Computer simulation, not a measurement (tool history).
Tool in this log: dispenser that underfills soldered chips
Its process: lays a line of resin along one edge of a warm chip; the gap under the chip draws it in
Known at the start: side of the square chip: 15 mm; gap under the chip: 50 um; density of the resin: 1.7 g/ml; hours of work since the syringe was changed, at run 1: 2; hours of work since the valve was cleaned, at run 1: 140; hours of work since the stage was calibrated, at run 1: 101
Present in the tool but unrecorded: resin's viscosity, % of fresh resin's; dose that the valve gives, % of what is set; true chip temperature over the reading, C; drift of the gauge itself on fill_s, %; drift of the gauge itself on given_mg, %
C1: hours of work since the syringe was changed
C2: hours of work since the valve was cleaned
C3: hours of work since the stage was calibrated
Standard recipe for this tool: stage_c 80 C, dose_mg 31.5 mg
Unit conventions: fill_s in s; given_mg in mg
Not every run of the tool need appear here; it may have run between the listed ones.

Run 1, hour 0.0: usual settings; C1 2; C2 140; C3 101. Result: fill_s 299.8 s, given_mg 29.03 mg.
Run 2, hour 7.9: usual settings; C1 7; C2 145; C3 105. Result: fill_s 393.3 s, given_mg 29.41 mg.
At hour 8.7: new syringe of resin.
At hour 11.4: dispensing valve cleaned and set on the balance.
Run 3, hour 15.7: usual settings; C1 4; C2 3; C3 109. Result: fill_s 335.9 s, given_mg 31.53 mg.
Run 4, hour 19.8: usual settings but dose_mg 34.3 mg; C1 6; C2 5; C3 112. Result: fill_s 389.5 s, given_mg 34.38 mg.
At hour 21.1: new syringe of resin.
Run 5, hour 24.0: usual settings but dose_mg 34.3 mg; C1 2; C2 7; C3 114. Result: fill_s 300.9 s, given_mg 34.37 mg.
At hour 32.5: new syringe of resin.
Run 6, hour 32.5: usual settings; C1 0; C2 12; C3 119. Result: fill_s 273.5 s, given_mg 31.31 mg.
Run 7, hour 37.2: usual settings; C1 3; C2 15; C3 122. Result: fill_s 320.4 s, given_mg 31.19 mg.
At hour 44.3: new syringe of resin.
Run 8, hour 45.6: usual settings; C1 1; C2 20; C3 127. Result: fill_s 294.0 s, given_mg 31.20 mg.
Run 9, hour 49.4: usual settings but stage_c 74 C; C1 3; C2 23; C3 129. Result: fill_s 441.7 s, given_mg 31.31 mg.
At hour 55.8: new syringe of resin.
Run 10, hour 58.0: usual settings but stage_c 83 C, dose_mg 28.4 mg; C1 1; C2 28; C3 134. Result: fill_s 267.9 s, given_mg 27.97 mg.
Run 11, hour 63.0: usual settings but stage_c 74 C, dose_mg 38.8 mg; C1 4; C2 31; C3 137. Result: fill_s 468.7 s, given_mg 38.33 mg.
At hour 67.2: new syringe of resin.
Run 12, hour 70.7: usual settings but dose_mg 28.0 mg; C1 2; C2 35; C3 142. Result: fill_s 323.7 s, given_mg 27.48 mg.
Run 13, hour 77.8: usual settings but stage_c 68 C, dose_mg 38.7 mg; C1 6; C2 39; C3 146. Result: fill_s 701.7 s, given_mg 38.25 mg.
At hour 78.7: new syringe of resin.
Run 14, hour 82.9: usual settings but stage_c 66 C, dose_mg 29.9 mg; C1 3; C2 42; C3 149. Result: fill_s 642.1 s, given_mg 29.42 mg.
Run 15, hour 87.6: usual settings but dose_mg 27.1 mg; C1 5; C2 45; C3 152. Result: fill_s 385.9 s, given_mg 26.64 mg.
At hour 90.4: new syringe of resin.
Run 16, hour 92.7: usual settings but stage_c 69 C, dose_mg 28.5 mg; C1 1; C2 48; C3 155. Result: fill_s 515.9 s, given_mg 27.96 mg.
Run 17, hour 98.6: usual settings but stage_c 70 C, dose_mg 27.7 mg; C1 5; C2 52; C3 158. Result: fill_s 601.8 s, given_mg 26.97 mg.
At hour 101.9: new syringe of resin.
Run 18, hour 104.2: usual settings but stage_c 87 C, dose_mg 26.9 mg; C1 1; C2 55; C3 162. Result: fill_s 221.7 s, given_mg 26.00 mg.

Alternative continuations, all from the tool just after run 18; predict every row:
Run A, hour 107.8: usual settings but stage_c 72 C, dose_mg 30.1 mg; C1 4; C2 57; C3 164. Result: fill_s ?, given_mg ?.
Run B, hour 107.8: usual settings but stage_c 87 C, dose_mg 30.1 mg; C1 4; C2 57; C3 164. Result: fill_s ?, given_mg ?.
Run C, hour 107.8: usual settings but dose_mg 32.1 mg; C1 4; C2 57; C3 164. Result: fill_s ?, given_mg ?.
Run D, hour 107.8: usual settings but stage_c 94 C, dose_mg 29.7 mg; C1 4; C2 57; C3 164. Result: fill_s ?, given_mg ?.
Run E, hour 107.8: usual settings but stage_c 70 C, dose_mg 36.8 mg; C1 4; C2 57; C3 164. Result: fill_s ?, given_mg ?.

run  fill_s  given_mg
  A   489.6     29.24
  B   248.1     29.27
  C   340.2     31.37
  D   182.7     28.93
  E   543.8     35.74
With no hidden state in the tool, these same runs would have given:
run  fill_s  given_mg
  A   386.2     30.08
  B   196.4     30.12
  C   269.2     32.28
  D   144.8     29.77
  E   430.0     36.78

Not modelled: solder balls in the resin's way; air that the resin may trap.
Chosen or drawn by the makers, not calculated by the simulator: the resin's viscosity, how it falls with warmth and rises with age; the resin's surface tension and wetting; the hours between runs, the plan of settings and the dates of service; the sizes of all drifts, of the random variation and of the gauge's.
